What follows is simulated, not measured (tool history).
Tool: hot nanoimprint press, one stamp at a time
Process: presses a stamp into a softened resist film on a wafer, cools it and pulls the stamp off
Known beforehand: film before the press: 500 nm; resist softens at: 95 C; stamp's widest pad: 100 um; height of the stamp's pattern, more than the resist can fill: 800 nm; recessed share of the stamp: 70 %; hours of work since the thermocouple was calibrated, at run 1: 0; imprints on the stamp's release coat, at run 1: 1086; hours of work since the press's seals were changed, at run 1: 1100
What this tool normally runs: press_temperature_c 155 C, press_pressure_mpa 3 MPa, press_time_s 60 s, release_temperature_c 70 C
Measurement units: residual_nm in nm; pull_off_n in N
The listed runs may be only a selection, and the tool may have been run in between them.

run,hour,press_temperature_c,press_pressure_mpa,press_time_s,release_temperature_c,hours of work since the thermocouple was calibrated,imprints on the stamp's release coat,hours of work since the press's seals were changed,residual_nm,pull_off_n
1,0,155,3,60,70,0,1086,1100,242,94
2,45.5,155,3,60,70,32,1201,1132,241.5,90
3,130.9,155,3,60,70,92,1415,1192,243.1,95
4,182.9,155,3,41,70,129,1546,1229,275.6,92
# hour 251: press's hydraulic seals changed and the load cell set to zero
5,251,155,3,40,70,171,1697,0,278.2,95
# hour 273.8: stamp cleaned and given a new release coat
6,336.8,155,3,60,68,228,158,56,239.9,96
7,410.2,155,3,60,68,279,343,108,240.1,92
8,461.9,155,4.43,60,70,316,472,144,200.7,92
9,509.3,155,4.43,60,70,349,592,178,202,90
10,559.5,155,4.43,60,62,385,718,213,200.2,94
11,639.4,155,4.43,60,62,441,918,270,201.5,96
12,697.3,155,2.37,60,69,482,1064,310,265.3,93
13,788.8,155,3,77,70,546,1294,375,221.4,88

How the hidden state differs across the entries between the runs, from the last listed run before each to the first after it:
Between runs 4 and 5: press's hydraulic seals changed and the load cell set to zero (hour 251)
  true temperature over the reading, C: 0.01 -> 0.02; pressure that arrives at the usual setting, %: 99.91 -> 100; grip of the stamp's worn release coat, % over a new coat's: 0.8 -> 0.9
Between runs 5 and 6: stamp cleaned and given a new release coat (hour 273.8)
  pressure that arrives at the usual setting, %: 100 -> 99.99; grip of the stamp's worn release coat, % over a new coat's: 0.9 -> 0.1

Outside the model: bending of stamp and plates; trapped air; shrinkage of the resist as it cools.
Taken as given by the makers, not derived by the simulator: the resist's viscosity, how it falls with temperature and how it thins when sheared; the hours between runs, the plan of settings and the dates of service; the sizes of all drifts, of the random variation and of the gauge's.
